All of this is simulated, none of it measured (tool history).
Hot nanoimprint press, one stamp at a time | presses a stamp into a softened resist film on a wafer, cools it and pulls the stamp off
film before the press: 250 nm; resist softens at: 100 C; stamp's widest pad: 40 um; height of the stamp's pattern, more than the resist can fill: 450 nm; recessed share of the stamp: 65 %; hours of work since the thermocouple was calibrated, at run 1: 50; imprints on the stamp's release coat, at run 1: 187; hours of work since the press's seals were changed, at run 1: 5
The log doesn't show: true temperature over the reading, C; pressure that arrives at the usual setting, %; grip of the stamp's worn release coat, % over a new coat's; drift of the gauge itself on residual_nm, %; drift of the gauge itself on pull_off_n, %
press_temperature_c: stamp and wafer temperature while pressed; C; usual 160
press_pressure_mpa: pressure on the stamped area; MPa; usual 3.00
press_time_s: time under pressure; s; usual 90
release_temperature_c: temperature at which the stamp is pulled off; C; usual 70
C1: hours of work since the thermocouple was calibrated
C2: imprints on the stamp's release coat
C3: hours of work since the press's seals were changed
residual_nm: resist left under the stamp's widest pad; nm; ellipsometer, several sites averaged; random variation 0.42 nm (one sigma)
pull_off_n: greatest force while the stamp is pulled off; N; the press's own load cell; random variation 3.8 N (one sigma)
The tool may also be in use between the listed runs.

Run 1, hour 0.0: usual settings; C1 50; C2 187; C3 5. Result: residual_nm 94.6 nm, pull_off_n 223 N.
Run 2, hour 8.8: usual settings; C1 56; C2 212; C3 11. Result: residual_nm 94.4 nm, pull_off_n 232 N.
Run 3, hour 16.8: usual settings; C1 61; C2 235; C3 16. Result: residual_nm 93.8 nm, pull_off_n 221 N.
Run 4, hour 26.8: usual settings; C1 67; C2 264; C3 22. Result: residual_nm 93.7 nm, pull_off_n 222 N.
Run 5, hour 32.4: usual settings; C1 71; C2 280; C3 26. Result: residual_nm 94.2 nm, pull_off_n 222 N.
Run 6, hour 38.2: usual settings; C1 75; C2 297; C3 29. Result: residual_nm 94.2 nm, pull_off_n 224 N.
Run 7, hour 44.5: usual settings; C1 79; C2 315; C3 33. Result: residual_nm 94.5 nm, pull_off_n 223 N.
Run 8, hour 49.8: usual settings; C1 82; C2 331; C3 37. Result: residual_nm 94.8 nm, pull_off_n 221 N.
Run 9, hour 59.8: usual settings but press_time_s 47 s; C1 88; C2 360; C3 43. Result: residual_nm 118.6 nm, pull_off_n 228 N.
Run 10, hour 64.3: usual settings but press_time_s 54 s; C1 91; C2 373; C3 46. Result: residual_nm 113.0 nm, pull_off_n 229 N.
Run 11, hour 71.9: usual settings but press_time_s 54 s; C1 96; C2 395; C3 51. Result: residual_nm 114.0 nm, pull_off_n 229 N.
Run 12, hour 80.4: usual settings; C1 101; C2 419; C3 56. Result: residual_nm 94.2 nm, pull_off_n 230 N.
Run 13, hour 88.9: usual settings; C1 107; C2 444; C3 62. Result: residual_nm 94.1 nm, pull_off_n 224 N.
Run 14, hour 98.6: usual settings but press_time_s 60 s; C1 113; C2 472; C3 68. Result: residual_nm 109.9 nm, pull_off_n 225 N.
Run 15, hour 108.2: usual settings but press_time_s 60 s; C1 119; C2 499; C3 74. Result: residual_nm 109.0 nm, pull_off_n 225 N.
Run 16, hour 113.7: usual settings but press_temperature_c 166 C, press_pressure_mpa 2.93 MPa, release_temperature_c 66 C; C1 123; C2 516; C3 78. Result: residual_nm 73.5 nm, pull_off_n 249 N.
Run 17, hour 119.3: usual settings but press_temperature_c 150 C, press_pressure_mpa 2.50 MPa, press_time_s 96 s, release_temperature_c 68 C; C1 126; C2 532; C3 81. Result: residual_nm 153.8 nm, pull_off_n 235 N.
Run 18, hour 129.0: usual settings but press_temperature_c 150 C, press_pressure_mpa 2.50 MPa, press_time_s 69 s; C1 132; C2 560; C3 87. Result: residual_nm 167.9 nm, pull_off_n 228 N.
Run 19, hour 137.8: usual settings but press_temperature_c 155 C, press_time_s 61 s, release_temperature_c 67 C; C1 138; C2 585; C3 93. Result: residual_nm 133.5 nm, pull_off_n 242 N.
Run 20, hour 145.8: usual settings but press_temperature_c 155 C, press_time_s 61 s, release_temperature_c 67 C; C1 143; C2 608; C3 98. Result: residual_nm 134.0 nm, pull_off_n 244 N.
Run 21, hour 153.7: usual settings but press_temperature_c 155 C, press_time_s 61 s, release_temperature_c 67 C; C1 148; C2 631; C3 103. Result: residual_nm 133.5 nm, pull_off_n 239 N.
Run 22, hour 160.2: usual settings but press_temperature_c 155 C, press_time_s 61 s, release_temperature_c 67 C; C1 152; C2 650; C3 107. Result: residual_nm 133.5 nm, pull_off_n 239 N.
Run 23, hour 166.1: usual settings but press_pressure_mpa 3.02 MPa, press_time_s 117 s; C1 156; C2 667; C3 111. Result: residual_nm 85.1 nm, pull_off_n 227 N.
Run 24, hour 175.5: usual settings but press_temperature_c 153 C, press_pressure_mpa 3.02 MPa, press_time_s 117 s; C1 162; C2 694; C3 117. Result: residual_nm 115.7 nm, pull_off_n 226 N.
Run 25, hour 182.7: usual settings but press_temperature_c 149 C, press_pressure_mpa 1.82 MPa, press_time_s 147 s; C1 167; C2 715; C3 122. Result: residual_nm 159.9 nm, pull_off_n 225 N.
Run 26, hour 188.5: usual settings but press_temperature_c 154 C, press_pressure_mpa 1.88 MPa, press_time_s 45 s, release_temperature_c 59 C; C1 170; C2 732; C3 125. Result: residual_nm 180.5 nm, pull_off_n 261 N.
Run 27, hour 197.3: usual settings but press_temperature_c 154 C, press_pressure_mpa 1.88 MPa, press_time_s 124 s, release_temperature_c 59 C; C1 176; C2 757; C3 131. Result: residual_nm 135.9 nm, pull_off_n 262 N.
Run 28, hour 205.4: usual settings but press_temperature_c 154 C, press_pressure_mpa 1.88 MPa, press_time_s 124 s, release_temperature_c 59 C; C1 181; C2 781; C3 136. Result: residual_nm 135.9 nm, pull_off_n 263 N.
Run 29, hour 210.5: usual settings but press_temperature_c 154 C, press_pressure_mpa 1.88 MPa, press_time_s 124 s, release_temperature_c 59 C; C1 184; C2 795; C3 139. Result: residual_nm 135.9 nm, pull_off_n 259 N.

4 ways to go on from here, each from the tool as it stands after run 29. What would each give?
Run A, hour 216.3: usual settings but press_temperature_c 154 C, press_pressure_mpa 1.88 MPa, press_time_s 124 s, release_temperature_c 76 C; C1 188; C2 812; C3 143. Result: residual_nm ?, pull_off_n ?.
Run B, hour 216.3: usual settings but press_time_s 158 s; C1 188; C2 812; C3 143. Result: residual_nm ?, pull_off_n ?.
Run C, hour 216.3: usual settings but press_temperature_c 156 C, press_time_s 138 s; C1 188; C2 812; C3 143. Result: residual_nm ?, pull_off_n ?.
Run D, hour 216.3: usual settings but press_temperature_c 165 C, press_time_s 158 s; C1 188; C2 812; C3 143. Result: residual_nm ?, pull_off_n ?.

run  residual_nm  pull_off_n
  A        135.4         208
  B         75.4         233
  C         96.1         227
  D         61.4         236
Without the tool's hidden state the same runs would have given:
run  residual_nm  pull_off_n
  A        135.0         205
  B         75.2         231
  C         95.9         224
  D         61.3         233

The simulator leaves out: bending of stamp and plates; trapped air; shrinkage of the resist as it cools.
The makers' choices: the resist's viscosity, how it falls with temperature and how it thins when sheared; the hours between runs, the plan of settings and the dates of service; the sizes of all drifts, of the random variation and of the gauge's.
